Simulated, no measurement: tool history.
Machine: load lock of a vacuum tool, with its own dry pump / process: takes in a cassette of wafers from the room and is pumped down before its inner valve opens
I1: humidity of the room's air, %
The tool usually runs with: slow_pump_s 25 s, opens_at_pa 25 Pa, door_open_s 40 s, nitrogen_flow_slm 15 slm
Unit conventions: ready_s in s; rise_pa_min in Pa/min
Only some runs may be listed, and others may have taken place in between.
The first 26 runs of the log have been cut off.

{"run": 27, "hour": 2795.4, "slow_pump_s": 25, "opens_at_pa": 22, "door_open_s": 115, "nitrogen_flow_slm": 9, "I1": 45.7, "ready_s": 40.7, "rise_pa_min": 0.081}
{"run": 28, "hour": 2867.4, "slow_pump_s": 40, "opens_at_pa": 25, "door_open_s": 40, "nitrogen_flow_slm": 7, "I1": 42, "ready_s": 52.5, "rise_pa_min": 0.056}
{"run": 29, "hour": 3020.2, "slow_pump_s": 40, "opens_at_pa": 25, "door_open_s": 40, "nitrogen_flow_slm": 7, "I1": 47.8, "ready_s": 52.4, "rise_pa_min": 0.056}
{"run": 30, "hour": 3144.4, "slow_pump_s": 40, "opens_at_pa": 25, "door_open_s": 40, "nitrogen_flow_slm": 7, "I1": 45.1, "ready_s": 52.1, "rise_pa_min": 0.059}
{"run": 31, "hour": 3249.9, "slow_pump_s": 40, "opens_at_pa": 25, "door_open_s": 40, "nitrogen_flow_slm": 7, "I1": 45.7, "ready_s": 52.8, "rise_pa_min": 0.062}
{"run": 32, "hour": 3391.4, "slow_pump_s": 37, "opens_at_pa": 25, "door_open_s": 43, "nitrogen_flow_slm": 20, "I1": 45.8, "ready_s": 50.2, "rise_pa_min": 0.05}
{"run": 33, "hour": 3457.0, "slow_pump_s": 37, "opens_at_pa": 25, "door_open_s": 43, "nitrogen_flow_slm": 20, "I1": 43.2, "ready_s": 49.7, "rise_pa_min": 0.05}
{"run": 34, "hour": 3610.9, "slow_pump_s": 37, "opens_at_pa": 25, "door_open_s": 43, "nitrogen_flow_slm": 20, "I1": 48.2, "ready_s": 50, "rise_pa_min": 0.053}
{"run": 35, "hour": 3752.3, "slow_pump_s": 25, "opens_at_pa": 19, "door_open_s": 40, "nitrogen_flow_slm": 15, "I1": 44.8, "ready_s": 41.1, "rise_pa_min": 0.048}
{"run": 36, "hour": 3897.1, "slow_pump_s": 25, "opens_at_pa": 25, "door_open_s": 104, "nitrogen_flow_slm": 34, "I1": 44.9, "ready_s": 40.7, "rise_pa_min": 0.055}
{"run": 37, "hour": 3982.5, "slow_pump_s": 25, "opens_at_pa": 25, "door_open_s": 104, "nitrogen_flow_slm": 13, "I1": 47.2, "ready_s": 40.3, "rise_pa_min": 0.08}

Branching from run 37: 3 alternative next runs. What would each branch give?
{"run": "A", "hour": 4117.8, "slow_pump_s": 44, "opens_at_pa": 25, "door_open_s": 123, "nitrogen_flow_slm": 10, "I1": 40.9, "ready_s": "?", "rise_pa_min": "?"}
{"run": "B", "hour": 4117.8, "slow_pump_s": 25, "opens_at_pa": 27, "door_open_s": 40, "nitrogen_flow_slm": 15, "I1": 44.6, "ready_s": "?", "rise_pa_min": "?"}
{"run": "C", "hour": 4117.8, "slow_pump_s": 25, "opens_at_pa": 26, "door_open_s": 32, "nitrogen_flow_slm": 5, "I1": 44.2, "ready_s": "?", "rise_pa_min": "?"}

run=A ready_s=55.5 rise_pa_min=0.08
run=B ready_s=40.4 rise_pa_min=0.058
run=C ready_s=40.3 rise_pa_min=0.063
With the hidden condition removed and each run's random variation left untouched, the same runs would have given:
run=A ready_s=55 rise_pa_min=0.053
run=B ready_s=39.8 rise_pa_min=0.03
run=C ready_s=39.7 rise_pa_min=0.035
